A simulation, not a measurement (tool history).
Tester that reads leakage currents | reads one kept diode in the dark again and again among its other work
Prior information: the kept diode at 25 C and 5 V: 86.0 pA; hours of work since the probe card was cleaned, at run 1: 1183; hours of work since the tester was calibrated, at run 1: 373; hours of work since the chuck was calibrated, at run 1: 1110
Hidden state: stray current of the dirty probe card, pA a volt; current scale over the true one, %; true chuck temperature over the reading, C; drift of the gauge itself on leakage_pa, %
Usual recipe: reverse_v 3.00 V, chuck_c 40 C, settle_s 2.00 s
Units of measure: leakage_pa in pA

run	hour	reverse_v	chuck_c	settle_s	hours of work since the probe card was cleaned	hours of work since the tester was calibrated	hours of work since the chuck was calibrated	leakage_pa
1	0.0	3.00	40	2.00	1183	373	1110	253.86
2	37.0	3.00	40	2.00	1210	400	1137	251.51
3	65.7	3.00	40	2.00	1231	421	1158	254.44
4	84.0	3.00	40	2.00	1245	434	1171	254.68
5	100.8	1.70	40	2.00	1257	447	1184	194.58
6	134.5	1.70	40	2.00	1281	471	1208	194.40
7	150.3	1.70	40	2.00	1293	483	1220	193.53
8	178.1	1.70	40	2.00	1313	503	1240	192.59
9	209.7	1.70	40	2.00	1336	526	1263	193.93
10	239.3	1.70	40	2.00	1358	548	1285	193.07
11	263.5	3.00	40	0.80	1376	565	1303	255.47
12	285.3	3.00	40	0.80	1391	581	1318	252.94
13	313.9	7.07	40	2.00	1412	602	1339	377.73
14	351.0	7.07	40	2.00	1439	629	1366	378.43
15	372.1	7.07	40	2.00	1455	645	1382	381.52
16	392.5	3.00	40	0.81	1470	660	1397	252.98
17	415.3	3.00	40	0.81	1486	676	1413	253.66
18	445.1	3.00	40	0.81	1508	698	1435	254.05
19	463.1	3.00	34	2.00	1521	711	1448	151.56
20	487.3	3.00	34	2.00	1539	729	1466	152.29
21	505.7	3.00	53	2.00	1552	742	1479	716.80
22	538.5	1.99	27	0.77	1576	766	1503	67.54
23	554.8	7.07	27	1.53	1588	778	1515	122.74
# hour 563.1: probe card cleaned and baked
24	586.7	9.31	30	1.53	17	799	1536	183.07
25	619.0	5.52	54	3.58	41	823	1560	1037.64
26	637.0	4.85	40	2.00	54	836	1573	317.10
27	669.0	4.85	40	2.00	77	859	1596	316.30
28	705.3	11.09	40	2.00	104	886	1623	469.25
29	736.4	11.09	40	2.00	126	908	1645	469.50
# hour 756.3: chuck's temperature calibrated
30	771.8	11.09	40	2.00	151	933	11	469.70
31	804.1	8.22	45	0.72	174	956	35	615.92
32	833.0	9.05	40	2.00	196	977	56	427.26
33	848.3	3.82	40	2.00	207	989	67	284.10
34	872.2	9.91	25	0.58	224	1006	85	123.05
35	903.8	9.91	26	0.51	247	1029	108	134.85
36	925.2	9.91	41	2.79	263	1045	123	482.97
37	951.3	18.72	47	3.20	282	1064	142	1067.71
38	970.1	10.53	36	7.27	296	1077	156	328.08
39	993.5	10.53	43	4.36	313	1095	173	585.66
40	1012.7	1.37	43	0.76	327	1109	187	224.68
41	1029.5	1.37	43	0.76	339	1121	199	224.89

A few steps of leakage_pa between consecutive runs. Split each: what settings, incoming material and random variation would produce without the hidden state, and what is left over for the hidden state, along with gauge scatter present in only one of the two compared results (measured, and without hidden state):
Run 21 -> 22: reverse_v 3.00 -> 1.99, chuck_c 53 -> 27, settle_s 2.00 -> 0.77. leakage_pa -649.26 pA: hidden state +1.08, all else -650.34.
Run 24 -> 25: reverse_v 9.31 -> 5.52, chuck_c 30 -> 54, settle_s 1.53 -> 3.58. leakage_pa +854.57 pA: hidden state -1.51, all else +856.08.
Run 25 -> 26: reverse_v 5.52 -> 4.85, chuck_c 54 -> 40, settle_s 3.58 -> 2.00. leakage_pa -720.54 pA: hidden state +1.26, all else -721.80.
Run 37 -> 38: reverse_v 18.72 -> 10.53, chuck_c 47 -> 36, settle_s 3.20 -> 7.27. leakage_pa -739.63 pA: hidden state +0.07, all else -739.70.

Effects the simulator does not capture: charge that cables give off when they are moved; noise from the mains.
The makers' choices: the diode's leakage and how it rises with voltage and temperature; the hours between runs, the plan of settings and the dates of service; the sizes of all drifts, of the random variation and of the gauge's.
